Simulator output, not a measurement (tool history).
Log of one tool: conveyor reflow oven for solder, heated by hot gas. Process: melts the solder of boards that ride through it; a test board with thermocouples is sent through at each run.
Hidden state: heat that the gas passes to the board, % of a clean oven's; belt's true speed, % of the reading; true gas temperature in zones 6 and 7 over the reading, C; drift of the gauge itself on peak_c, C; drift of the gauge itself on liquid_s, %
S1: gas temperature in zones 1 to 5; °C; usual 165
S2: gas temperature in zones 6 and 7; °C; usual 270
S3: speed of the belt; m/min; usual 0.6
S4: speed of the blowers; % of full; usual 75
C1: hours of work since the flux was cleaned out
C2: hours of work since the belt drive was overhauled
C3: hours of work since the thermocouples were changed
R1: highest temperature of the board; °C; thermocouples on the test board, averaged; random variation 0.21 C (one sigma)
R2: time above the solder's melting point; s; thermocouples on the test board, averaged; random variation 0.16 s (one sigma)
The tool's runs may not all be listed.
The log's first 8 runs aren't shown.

Run 9, hour 98.2: usual settings but S2 278 °C; C1 42; C2 389; C3 650. Result: R1 258.9 °C, R2 62.1 s.
At hour 118.2: flux residue cleaned out of gas plates and filters, once more.
Run 10, hour 120.9: usual settings; C1 2; C2 402; C3 663. Result: R1 254.5 °C, R2 59.5 s.
Run 11, hour 141.3: usual settings but S4 59 % of full; C1 17; C2 417; C3 677. Result: R1 250.3 °C, R2 55 s.
Run 12, hour 160.4: usual settings but S4 59 % of full; C1 31; C2 431; C3 691. Result: R1 250.1 °C, R2 54.9 s.
Run 13, hour 173.9: usual settings; C1 41; C2 441; C3 701. Result: R1 253.5 °C, R2 59.3 s.
Run 14, hour 185.4: usual settings; C1 49; C2 449; C3 710. Result: R1 253.5 °C, R2 59.2 s.
At hour 188.7: thermocouples of zones 6 and 7 changed.
Run 15, hour 205.3: usual settings but S3 0.54 m/min; C1 62; C2 462; C3 12. Result: R1 258.1 °C, R2 70 s.
Run 16, hour 216.7: usual settings but S2 269 °C, S4 79 % of full; C1 70; C2 471; C3 20. Result: R1 254.8 °C, R2 60.1 s.
Run 17, hour 226.7: usual settings but S2 277 °C, S4 81 % of full; C1 78; C2 478; C3 28. Result: R1 262.5 °C, R2 64.6 s.
Run 18, hour 237.2: usual settings but S1 152 °C, S2 279 °C, S4 66 % of full; C1 85; C2 486; C3 35. Result: R1 258.4 °C, R2 57.9 s.
Run 19, hour 247.6: usual settings but S1 173 °C, S2 279 °C, S4 66 % of full; C1 93; C2 493; C3 43. Result: R1 261.5 °C, R2 66.3 s.
Run 20, hour 264.4: usual settings but S3 0.487 m/min, S4 70 % of full; C1 105; C2 505; C3 55. Result: R1 259.4 °C, R2 79.2 s.
Run 21, hour 276.1: usual settings but S3 0.487 m/min, S4 70 % of full; C1 114; C2 514; C3 64. Result: R1 259.3 °C, R2 79.3 s.
Run 22, hour 290.5: usual settings but S1 177 °C, S2 271 °C, S3 0.587 m/min, S4 66 % of full; C1 124; C2 524; C3 74. Result: R1 256 °C, R2 66.1 s.
Run 23, hour 306: usual settings but S3 0.528 m/min; C1 135; C2 536; C3 85. Result: R1 258.3 °C, R2 71.6 s.
Run 24, hour 324: usual settings but S2 276 °C, S3 0.58 m/min; C1 149; C2 549; C3 99. Result: R1 260.7 °C, R2 65.8 s.
Run 25, hour 335.4: usual settings but S2 276 °C, S3 0.58 m/min; C1 157; C2 557; C3 107. Result: R1 260.7 °C, R2 66 s.
Run 26, hour 353.4: usual settings but S1 153 °C, S2 276 °C, S3 0.58 m/min; C1 170; C2 570; C3 120. Result: R1 258.6 °C, R2 61 s.
At hour 369.9: flux residue cleaned out of gas plates and filters.
Run 27, hour 373.6: usual settings but S2 262 °C, S3 0.609 m/min; C1 3; C2 581; C3 131. Result: R1 247.9 °C, R2 54 s.
Run 28, hour 390.8: usual settings but S2 262 °C, S3 0.609 m/min, S4 72 % of full; C1 15; C2 594; C3 144. Result: R1 247.3 °C, R2 53.4 s.
Run 29, hour 401.1: usual settings but S1 168 °C, S2 262 °C, S3 0.566 m/min, S4 72 % of full; C1 23; C2 601; C3 151. Result: R1 249.4 °C, R2 61.3 s.
Run 30, hour 421.7: usual settings but S1 168 °C, S2 262 °C, S3 0.566 m/min, S4 55 % of full; C1 38; C2 616; C3 166. Result: R1 245.4 °C, R2 55.4 s.

Forecast each of these 3 alternatives for the next run:
Run A, hour 436.5: usual settings but S2 276 °C; C1 49; C2 627; C3 177. Result: R1 ?, R2 ?.
Run B, hour 436.5: usual settings but S2 259 °C, S3 0.67 m/min; C1 49; C2 627; C3 177. Result: R1 ?, R2 ?.
Run C, hour 436.5: usual settings but S1 176 °C, S2 258 °C, S3 0.566 m/min, S4 86 % of full; C1 49; C2 627; C3 177. Result: R1 ?, R2 ?.

run     R1    R2
  A  260.4  63.8
  B  241.6  43.2
  C    249  65.1
Without the tool's hidden state the same runs would have given:
run     R1    R2
  A  260.5  62.8
  B  241.7  42.6
  C  249.2  64.2

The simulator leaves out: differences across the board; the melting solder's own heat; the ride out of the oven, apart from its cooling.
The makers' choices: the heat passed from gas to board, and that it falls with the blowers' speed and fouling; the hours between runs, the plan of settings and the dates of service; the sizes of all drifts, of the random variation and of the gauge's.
